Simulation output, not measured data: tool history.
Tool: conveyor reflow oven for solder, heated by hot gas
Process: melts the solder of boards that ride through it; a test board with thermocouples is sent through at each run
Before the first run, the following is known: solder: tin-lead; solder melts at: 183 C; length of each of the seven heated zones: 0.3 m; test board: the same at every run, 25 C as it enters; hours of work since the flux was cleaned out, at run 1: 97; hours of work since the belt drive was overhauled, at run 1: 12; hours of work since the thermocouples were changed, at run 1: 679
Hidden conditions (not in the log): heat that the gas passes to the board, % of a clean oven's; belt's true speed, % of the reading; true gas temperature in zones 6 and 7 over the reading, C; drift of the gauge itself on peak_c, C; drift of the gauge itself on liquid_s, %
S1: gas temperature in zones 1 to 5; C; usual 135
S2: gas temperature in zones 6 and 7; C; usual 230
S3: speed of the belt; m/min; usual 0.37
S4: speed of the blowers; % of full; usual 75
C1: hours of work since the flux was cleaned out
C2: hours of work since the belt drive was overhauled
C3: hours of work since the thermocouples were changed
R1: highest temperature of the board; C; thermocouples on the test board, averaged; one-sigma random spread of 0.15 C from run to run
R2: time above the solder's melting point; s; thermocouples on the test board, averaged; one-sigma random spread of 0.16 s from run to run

run 1 day=0 | S1=135 S2=230 S3=0.37 S4=75 | C1=97 C2=12 C3=679 | R1=217.7 R2=73.6
run 2 day=0.258 | S1=135 S2=230 S3=0.37 S4=75 | C1=100 C2=15 C3=682 | R1=217.5 R2=73.4
run 3 day=0.671 | S1=135 S2=230 S3=0.37 S4=78 | C1=104 C2=19 C3=686 | R1=217.6 R2=73.9
run 4 day=1.175 | S1=135 S2=230 S3=0.37 S4=78 | C1=109 C2=24 C3=691 | R1=218 R2=73.4
run 5 day=1.621 | S1=135 S2=230 S3=0.37 S4=78 | C1=113 C2=28 C3=695 | R1=217.7 R2=73.7
run 6 day=1.829 | S1=135 S2=230 S3=0.37 S4=75 | C1=115 C2=30 C3=697 | R1=217.4 R2=73.2
run 7 day=2.058 | S1=135 S2=230 S3=0.37 S4=75 | C1=117 C2=32 C3=699 | R1=217.4 R2=73.2
run 8 day=2.329 | S1=135 S2=230 S3=0.37 S4=75 | C1=120 C2=35 C3=702 | R1=217.3 R2=73.3
run 9 day=2.554 | S1=135 S2=230 S3=0.37 S4=75 | C1=122 C2=37 C3=704 | R1=217.3 R2=73.3
run 10 day=2.883 | S1=135 S2=230 S3=0.37 S4=75 | C1=125 C2=40 C3=707 | R1=217.5 R2=73.4
run 11 day=3.188 | S1=135 S2=230 S3=0.37 S4=75 | C1=128 C2=43 C3=710 | R1=217.4 R2=73.4
run 12 day=3.542 | S1=135 S2=230 S3=0.37 S4=75 | C1=131 C2=46 C3=713 | R1=217.2 R2=73.6
run 13 day=4.046 | S1=135 S2=230 S3=0.37 S4=75 | C1=136 C2=51 C3=718 | R1=217.3 R2=73.5
run 14 day=4.262 | S1=135 S2=230 S3=0.37 S4=75 | C1=138 C2=53 C3=720 | R1=217.2 R2=73
run 15 day=4.633 | S1=135 S2=230 S3=0.37 S4=75 | C1=142 C2=57 C3=724 | R1=217.3 R2=73.2
run 16 day=4.917 | S1=135 S2=230 S3=0.37 S4=75 | C1=145 C2=60 C3=727 | R1=217.2 R2=73.4
run 17 day=5.325 | S1=129 S2=230 S3=0.323 S4=74 | C1=149 C2=64 C3=731 | R1=219.5 R2=85.7
run 18 day=5.779 | S1=138 S2=230 S3=0.372 S4=74 | C1=153 C2=68 C3=735 | R1=217.3 R2=74.2
run 19 day=6.004 | S1=138 S2=230 S3=0.372 S4=74 | C1=155 C2=70 C3=737 | R1=217.2 R2=74.1
run 20 day=6.483 | S1=123 S2=226 S3=0.378 S4=73 | C1=160 C2=75 C3=742 | R1=211.2 R2=60.6
run 21 day=6.95 | S1=140 S2=225 S3=0.428 S4=75 | C1=164 C2=79 C3=746 | R1=209.6 R2=57.1
run 22 day=7.171 | S1=124 S2=225 S3=0.435 S4=75 | C1=166 C2=81 C3=748 | R1=206.3 R2=46.2
run 23 day=7.646 | S1=124 S2=225 S3=0.435 S4=75 | C1=171 C2=86 C3=753 | R1=206 R2=46.2
-- day=8.171 thermocouples of zones 6 and 7 changed
run 24 day=8.204 | S1=124 S2=225 S3=0.435 S4=75 | C1=176 C2=91 C3=0 | R1=206.8 R2=47.1
run 25 day=8.596 | S1=124 S2=225 S3=0.435 S4=75 | C1=179 C2=94 C3=4 | R1=206.8 R2=46.5
run 26 day=8.871 | S1=124 S2=225 S3=0.435 S4=75 | C1=182 C2=97 C3=7 | R1=206.7 R2=47
run 27 day=9.112 | S1=124 S2=225 S3=0.435 S4=75 | C1=184 C2=99 C3=9 | R1=206.9 R2=47
run 28 day=9.383 | S1=144 S2=218 S3=0.37 S4=75 | C1=187 C2=102 C3=12 | R1=208.1 R2=68.4
run 29 day=9.625 | S1=144 S2=218 S3=0.37 S4=75 | C1=189 C2=104 C3=14 | R1=208.1 R2=68.7
run 30 day=9.933 | S1=135 S2=218 S3=0.37 S4=89 | C1=192 C2=107 C3=17 | R1=208.4 R2=65.1
run 31 day=10.383 | S1=135 S2=218 S3=0.37 S4=89 | C1=197 C2=112 C3=21 | R1=208.2 R2=64.8
run 32 day=10.7 | S1=135 S2=230 S3=0.39 S4=75 | C1=200 C2=115 C3=24 | R1=216 R2=68.1

For some of the steps in R1 from one run to the next: how much would appear even if the tool had no hidden state, given the settings, what came in and random variation, and how much remains for the hidden state plus any gauge scatter that the measured result and the result without hidden state don't share?
Run 5 -> 6: S4 78 -> 75. R1 -0.3 C: hidden state -0.1, all else -0.2.
Run 19 -> 20: S1 138 -> 123, S2 230 -> 226, S3 0.372 -> 0.378, S4 74 -> 73. R1 -6 C: hidden state -0.1, all else -5.9.
Run 21 -> 22: S1 140 -> 124, S3 0.428 -> 0.435. R1 -3.3 C: hidden state +0, all else -3.3.
Run 23 -> 24: thermocouples of zones 6 and 7 changed. R1 +0.8 C: hidden state +0.7, all else +0.1.
Run 27 -> 28: S1 124 -> 144, S2 225 -> 218, S3 0.435 -> 0.37. R1 +1.2 C: hidden state +0.3, all else +0.9.
Run 31 -> 32: S2 218 -> 230, S3 0.37 -> 0.39, S4 89 -> 75. R1 +7.8 C: hidden state -0.1, all else +7.9.

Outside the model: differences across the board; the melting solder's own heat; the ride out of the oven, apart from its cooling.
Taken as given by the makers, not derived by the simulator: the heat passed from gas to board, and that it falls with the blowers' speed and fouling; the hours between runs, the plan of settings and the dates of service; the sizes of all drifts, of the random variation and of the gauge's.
